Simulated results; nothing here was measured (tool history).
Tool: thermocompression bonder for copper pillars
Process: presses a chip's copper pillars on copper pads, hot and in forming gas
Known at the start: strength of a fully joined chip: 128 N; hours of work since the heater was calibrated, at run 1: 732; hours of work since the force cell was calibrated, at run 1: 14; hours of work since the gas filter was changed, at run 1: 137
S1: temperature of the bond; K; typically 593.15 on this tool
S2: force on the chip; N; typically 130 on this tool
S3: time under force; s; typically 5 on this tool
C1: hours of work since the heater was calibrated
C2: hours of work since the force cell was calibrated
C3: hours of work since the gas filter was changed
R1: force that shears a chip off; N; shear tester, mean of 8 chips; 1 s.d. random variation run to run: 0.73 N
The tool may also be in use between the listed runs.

| run | day | S1 | S2 | S3 | C1 | C2 | C3 | R1 |
|---|---|---|---|---|---|---|---|---|
| 1 | 0.000 | 593.15 | 130 | 5 | 732 | 14 | 137 | 75.3 |
| 2 | 0.396 | 593.15 | 130 | 13 | 738 | 20 | 142 | 95.6 |
|  | 0.454 | forming gas filter changed |
| 3 | 0.658 | 593.15 | 130 | 13 | 741 | 23 | 3 | 99.7 |
| 4 | 0.892 | 593.15 | 130 | 6 | 745 | 26 | 6 | 80.4 |
| 5 | 1.342 | 593.15 | 130 | 6 | 751 | 33 | 13 | 82.2 |
| 6 | 1.746 | 593.15 | 151 | 6 | 757 | 38 | 18 | 91.2 |
| 7 | 1.983 | 593.15 | 130 | 5 | 760 | 42 | 22 | 78.4 |
| 8 | 2.229 | 593.15 | 130 | 5 | 764 | 45 | 25 | 77.5 |
| 9 | 2.625 | 592.15 | 130 | 5 | 769 | 51 | 31 | 78.1 |
| 10 | 2.846 | 592.15 | 89 | 5 | 772 | 54 | 34 | 56.1 |
| 11 | 3.283 | 580.15 | 130 | 11 | 779 | 60 | 40 | 87.5 |
| 12 | 3.508 | 591.15 | 118 | 13 | 782 | 64 | 44 | 92.1 |
| 13 | 3.958 | 593.15 | 158 | 6 | 788 | 70 | 50 | 93.2 |
| 14 | 4.333 | 593.15 | 158 | 6 | 794 | 75 | 55 | 92.5 |
| 15 | 4.538 | 609.15 | 130 | 3 | 797 | 78 | 58 | 76.4 |
| 16 | 4.733 | 609.15 | 130 | 3 | 799 | 81 | 61 | 75.7 |
| 17 | 5.008 | 622.15 | 87 | 4 | 803 | 85 | 65 | 66.2 |
| 18 | 5.317 | 605.15 | 93 | 5 | 808 | 89 | 69 | 64.1 |
| 19 | 5.521 | 602.15 | 102 | 3 | 811 | 92 | 72 | 56.3 |

Subtracting, for every run, the result it would have given without the tool's unlogged condition from the measured result gives the following. The same run-to-run variation enters both numbers; the gauge's scatter may not:
Hidden state present: true temperature of the bond over the reading, C; force that reaches the chip, % of what is set; oxide that the forming gas leaves, % of the face; drift of the gauge itself on shear_n, %.
| run | R1 |
|---|---|
| 1 | -6.1 |
| 2 | -6.4 |
| 3 | -3.6 |
| 4 | -4.1 |
| 5 | -4.2 |
| 6 | -4.2 |
| 7 | -4.3 |
| 8 | -4.4 |
| 9 | -4.5 |
| 10 | -4.0 |
| 11 | -4.9 |
| 12 | -4.7 |
| 13 | -4.8 |
| 14 | -4.9 |
| 15 | -4.7 |
| 16 | -4.7 |
| 17 | -4.4 |
| 18 | -4.6 |
| 19 | -4.4 |
